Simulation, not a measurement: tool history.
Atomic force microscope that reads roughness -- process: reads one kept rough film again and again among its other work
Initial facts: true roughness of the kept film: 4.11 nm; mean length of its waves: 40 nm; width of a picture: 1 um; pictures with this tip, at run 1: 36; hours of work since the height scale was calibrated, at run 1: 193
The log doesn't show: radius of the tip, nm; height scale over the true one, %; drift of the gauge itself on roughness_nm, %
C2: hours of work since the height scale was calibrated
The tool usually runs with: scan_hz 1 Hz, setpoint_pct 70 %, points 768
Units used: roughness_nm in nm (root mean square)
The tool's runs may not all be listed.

run 1 hour=0 | scan_hz=1 setpoint_pct=70 points=768 | pictures_with_this_tip=36 C2=193 | roughness_nm=3.472
run 2 hour=5.7 | scan_hz=1.71 setpoint_pct=70 points=768 | pictures_with_this_tip=42 C2=196 | roughness_nm=3.277
run 3 hour=14 | scan_hz=2.81 setpoint_pct=70 points=768 | pictures_with_this_tip=52 C2=200 | roughness_nm=3.086
run 4 hour=21.2 | scan_hz=2.81 setpoint_pct=70 points=768 | pictures_with_this_tip=60 C2=204 | roughness_nm=3.046
-- hour=29.1 new tip fitted
run 5 hour=31.3 | scan_hz=1 setpoint_pct=60 points=768 | pictures_with_this_tip=2 C2=209 | roughness_nm=3.711
run 6 hour=40.2 | scan_hz=1 setpoint_pct=60 points=768 | pictures_with_this_tip=13 C2=213 | roughness_nm=3.681
run 7 hour=45.9 | scan_hz=1 setpoint_pct=69 points=768 | pictures_with_this_tip=19 C2=216 | roughness_nm=3.557
run 8 hour=53.1 | scan_hz=2.52 setpoint_pct=69 points=768 | pictures_with_this_tip=28 C2=220 | roughness_nm=3.239

What will run 9 give?
run 9 hour=60.9 | scan_hz=1.74 setpoint_pct=88 points=768 | pictures_with_this_tip=36 C2=224 | roughness_nm=?

Logged for run 9: roughness_nm 2.942 nm (root mean square).
Minus the tool's unlogged condition, the same run would have read roughness_nm 3.095 nm (root mean square).

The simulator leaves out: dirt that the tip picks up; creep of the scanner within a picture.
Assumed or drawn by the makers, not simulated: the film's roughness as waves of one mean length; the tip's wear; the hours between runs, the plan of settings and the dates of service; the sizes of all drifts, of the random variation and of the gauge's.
